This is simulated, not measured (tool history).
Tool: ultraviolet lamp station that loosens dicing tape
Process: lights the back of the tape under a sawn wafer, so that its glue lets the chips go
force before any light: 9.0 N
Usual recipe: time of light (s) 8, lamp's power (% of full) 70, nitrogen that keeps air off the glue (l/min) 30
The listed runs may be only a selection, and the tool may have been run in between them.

run,day,time of light (s),lamp's power (% of full),nitrogen that keeps air off the glue (l/min),force that peels the tape off (N),light that reached the tape (mJ/cm²)
1,0,8,70,30,0.828,166
2,0.375,8,70,30,0.833,164
3,0.942,8,70,25,0.966,166
4,1.258,10,70,30,0.475,207
5,1.792,8,70,12,1.466,169
# day 1.858: window cleaned of glue's vapour
6,2.358,8,70,12,1.32,186
7,2.717,8,70,12,1.269,180
8,3.271,12,70,30,0.251,276
9,3.729,8,70,30,0.703,185
10,4.321,8,70,30,0.705,179
11,4.933,8,70,30,0.715,184
12,5.508,8,70,30,0.72,179
13,5.912,8,70,30,0.69,181
14,6.471,8,70,30,0.697,178
15,7.079,8,70,30,0.715,177
16,7.512,10,70,11,0.948,221
17,8.1,11,71,11,0.759,245
18,8.467,11,71,11,0.734,243
19,8.808,8,70,12,1.403,178
20,9.408,8,70,22,0.936,173
21,9.892,8,70,32,0.707,175
22,10.25,14,70,32,0.189,303
23,10.729,14,70,32,0.204,301
24,11.1,16,83,21,0.142,409
25,11.671,8,70,26,0.84,176
26,12.079,8,70,26,0.873,172
27,12.7,8,70,26,0.854,173
28,12.996,8,67,30,0.888,164

What would each run have given without the hidden state, its run-to-run variation left as it was?
The tool's hidden condition here consists of: lamp's light, % of a new lamp's; light that the window lets through, % of a clean one's; drift of the gauge itself on peel_n, %; drift of the gauge itself on dose_mj_cm2, %.
run,force that peels the tape off (N),light that reached the tape (mJ/cm²)
1,0.601,191
2,0.6,190
3,0.7,192
4,0.329,240
5,1.114,196
6,1.188,196
7,1.137,191
8,0.217,294
9,0.605,197
10,0.598,192
11,0.605,198
12,0.602,193
13,0.573,196
14,0.574,193
15,0.582,193
16,0.781,242
17,0.612,269
18,0.587,267
19,1.169,196
20,0.75,192
21,0.552,194
22,0.154,337
23,0.166,336
24,0.124,458
25,0.646,197
26,0.666,194
27,0.646,195
28,0.669,186

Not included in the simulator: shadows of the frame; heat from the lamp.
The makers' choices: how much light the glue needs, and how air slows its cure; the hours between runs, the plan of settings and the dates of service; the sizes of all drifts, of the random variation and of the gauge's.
